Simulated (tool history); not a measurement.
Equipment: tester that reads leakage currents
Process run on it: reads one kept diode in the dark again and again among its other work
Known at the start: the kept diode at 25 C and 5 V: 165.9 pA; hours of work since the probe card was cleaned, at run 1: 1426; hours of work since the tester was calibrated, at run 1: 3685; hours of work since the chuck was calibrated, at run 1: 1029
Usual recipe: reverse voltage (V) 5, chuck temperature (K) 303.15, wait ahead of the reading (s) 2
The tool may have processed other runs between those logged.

run	hour	reverse voltage (V)	chuck temperature (K)	wait ahead of the reading (s)	hours of work since the probe card was cleaned	hours of work since the tester was calibrated	hours of work since the chuck was calibrated	current that the tester gives (pA)
1	0	5	303.15	2	1426	3685	1029	230.24
2	111.6	5	303.15	2	1487	3746	1089	229.52
3	214.8	5	303.15	2	1543	3802	1146	227.95
4	380.2	5	303.15	2	1633	3892	1236	226.58
5	454.1	5	303.15	2	1673	3932	1276	225.17
6	532.2	5	303.15	2	1716	3975	1318	224.63
# hour 563.8: chuck's temperature calibrated
7	656.9	5	303.15	1.76	1783	4041	51	255.01
8	741.9	5	318.15	1.76	1829	4088	97	800.06
9	886	5	318.15	1.76	1908	4166	175	793.82
10	1039.2	5	318.15	8.43	1991	4250	259	778.93
11	1111.6	5	318.15	8.43	2030	4289	298	783.51
12	1193.7	5	303.15	2.27	2075	4334	343	248.94
13	1364.1	5	303.15	2.27	2168	4427	436	247.41
14	1490.3	5	303.15	2.27	2237	4495	505	244.58
15	1656.2	5	303.15	2.27	2327	4586	595	245.05
16	1787.4	5	303.15	3.26	2398	4657	666	242.84
17	1889.9	5	303.15	3.26	2454	4713	722	240.85
18	2048.9	5	303.15	3.26	2541	4800	809	240.18
19	2146.3	5	303.15	5.89	2594	4853	862	238.4
# hour 2162.2: probe card cleaned and baked
20	2319	5.7	310.15	6.48	85	4945	954	417.04
21	2482.4	2.58	312.15	2.62	174	5034	1043	356.46
22	2652	8.82	312.15	0.4	267	5126	1136	575.95
23	2754.5	8.82	312.15	0.4	323	5182	1191	570.95
24	2864.2	3.11	309.15	9.77	382	5242	1251	296.19
25	3002.2	13.03	314.15	2	457	5317	1326	762.21
# hour 3021.8: chuck's temperature calibrated
26	3157.1	12.73	303.15	2	541	5400	74	355.06
27	3304.6	12.73	303.15	2	621	5481	154	354.23
# hour 3330.7: tester calibrated
28	3376.5	2.15	319.15	5.92	659	25	192	619.77
29	3445.5	15.12	319.15	5.54	697	63	230	1318.16
30	3548.7	6.77	332.15	0.98	753	119	286	2404.91
31	3718.6	6.93	331.15	2.39	845	211	378	2251.42
32	3878.9	6.93	331.15	2.39	933	299	466	2244.42
33	3964.1	1.08	332.15	2	979	345	512	1159.23
34	4123	5	303.15	9.09	1066	431	599	242.3
35	4277.8	2.65	306.15	4.49	1150	516	683	238.13
36	4354.8	2.65	306.15	4.49	1192	558	725	237.27

Forecast run 37:
37	4425.7	2.65	306.15	4.49	1230	596	763	?

Run 37 produced current that the tester gives (pA) 236.51.
Minus the tool's unlogged condition, the same run would have read current that the tester gives (pA) 251.11.
